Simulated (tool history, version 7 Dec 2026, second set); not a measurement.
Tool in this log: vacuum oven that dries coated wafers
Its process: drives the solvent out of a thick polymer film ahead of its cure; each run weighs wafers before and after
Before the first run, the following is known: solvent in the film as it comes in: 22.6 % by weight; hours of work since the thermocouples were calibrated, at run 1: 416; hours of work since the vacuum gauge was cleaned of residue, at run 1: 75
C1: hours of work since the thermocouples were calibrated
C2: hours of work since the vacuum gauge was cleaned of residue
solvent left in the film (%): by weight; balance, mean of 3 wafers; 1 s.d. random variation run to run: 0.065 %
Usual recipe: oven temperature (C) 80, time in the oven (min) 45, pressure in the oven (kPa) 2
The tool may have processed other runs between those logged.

Run 1, hour 0: usual settings; C1 416; C2 75. Result: solvent left in the film (%) 4.52.
Run 2, hour 62.1: usual settings; C1 446; C2 105. Result: solvent left in the film (%) 4.55.
Run 3, hour 135.7: usual settings; C1 482; C2 141. Result: solvent left in the film (%) 4.7.
Run 4, hour 231.2: usual settings but oven temperature (C) 91; C1 528; C2 188. Result: solvent left in the film (%) 1.92.
Run 5, hour 322.4: usual settings but oven temperature (C) 91; C1 573; C2 232. Result: solvent left in the film (%) 1.96.
Run 6, hour 406.1: usual settings; C1 614; C2 273. Result: solvent left in the film (%) 4.67.
Run 7, hour 499.4: usual settings; C1 659; C2 318. Result: solvent left in the film (%) 4.7.
Run 8, hour 583.7: usual settings; C1 700; C2 359. Result: solvent left in the film (%) 4.7.
At hour 613: oven's thermocouples calibrated.
Run 9, hour 641.8: usual settings; C1 14; C2 387. Result: solvent left in the film (%) 4.15.
Run 10, hour 732.5: usual settings; C1 58; C2 431. Result: solvent left in the film (%) 4.08.
Run 11, hour 843.4: usual settings; C1 112; C2 485. Result: solvent left in the film (%) 4.28.
Run 12, hour 944.6: usual settings but oven temperature (C) 71; C1 162; C2 534. Result: solvent left in the film (%) 7.1.
Run 13, hour 1058.4: usual settings; C1 217; C2 590. Result: solvent left in the film (%) 4.31.
Run 14, hour 1136.8: usual settings; C1 255; C2 628. Result: solvent left in the film (%) 4.28.
Run 15, hour 1189.5: usual settings; C1 281; C2 654. Result: solvent left in the film (%) 4.27.
Run 16, hour 1247.3: usual settings; C1 309; C2 682. Result: solvent left in the film (%) 4.41.
Run 17, hour 1341.1: usual settings; C1 355; C2 728. Result: solvent left in the film (%) 4.2.
Run 18, hour 1389: usual settings; C1 378; C2 751. Result: solvent left in the film (%) 4.21.
Run 19, hour 1506.1: usual settings; C1 435; C2 808. Result: solvent left in the film (%) 4.38.
Run 20, hour 1581.4: usual settings; C1 472; C2 845. Result: solvent left in the film (%) 4.4.
Run 21, hour 1633.6: usual settings but pressure in the oven (kPa) 1.78; C1 498; C2 870. Result: solvent left in the film (%) 4.25.
Run 22, hour 1751.2: usual settings but pressure in the oven (kPa) 1.78; C1 555; C2 928. Result: solvent left in the film (%) 4.46.
Run 23, hour 1863.3: usual settings but time in the oven (min) 41; C1 610; C2 982. Result: solvent left in the film (%) 5.1.
Run 24, hour 1958.2: usual settings but oven temperature (C) 94; C1 656; C2 1029. Result: solvent left in the film (%) 1.47.
Run 25, hour 2036.7: usual settings but oven temperature (C) 94; C1 694; C2 1067. Result: solvent left in the film (%) 1.5.
At hour 2078.1: oven's thermocouples calibrated.
Run 26, hour 2146.9: usual settings but oven temperature (C) 94; C1 34; C2 1120. Result: solvent left in the film (%) 1.45.
Run 27, hour 2248.9: usual settings but oven temperature (C) 89, time in the oven (min) 61, pressure in the oven (kPa) 1.22; C1 83; C2 1169. Result: solvent left in the film (%) 1.11.
Run 28, hour 2357.1: usual settings but oven temperature (C) 89, time in the oven (min) 61, pressure in the oven (kPa) 1.22; C1 136; C2 1222. Result: solvent left in the film (%) 1.08.
Run 29, hour 2455.4: usual settings but oven temperature (C) 76, time in the oven (min) 58, pressure in the oven (kPa) 1.33; C1 184; C2 1270. Result: solvent left in the film (%) 3.88.
Run 30, hour 2528.5: usual settings but oven temperature (C) 76, time in the oven (min) 58, pressure in the oven (kPa) 1.58; C1 220; C2 1306. Result: solvent left in the film (%) 4.15.

Run 31, settings as shown, results not yet in. Your forecast:
Run 31, hour 2604.7: usual settings but oven temperature (C) 76, time in the oven (min) 58, pressure in the oven (kPa) 1.58; C1 257; C2 1343. Result: solvent left in the film (%) ?.

Run 31 measured solvent left in the film (%) 4.13.
On a tool with no hidden condition, and with the same random variation, this run would have come out at solvent left in the film (%) 3.82.
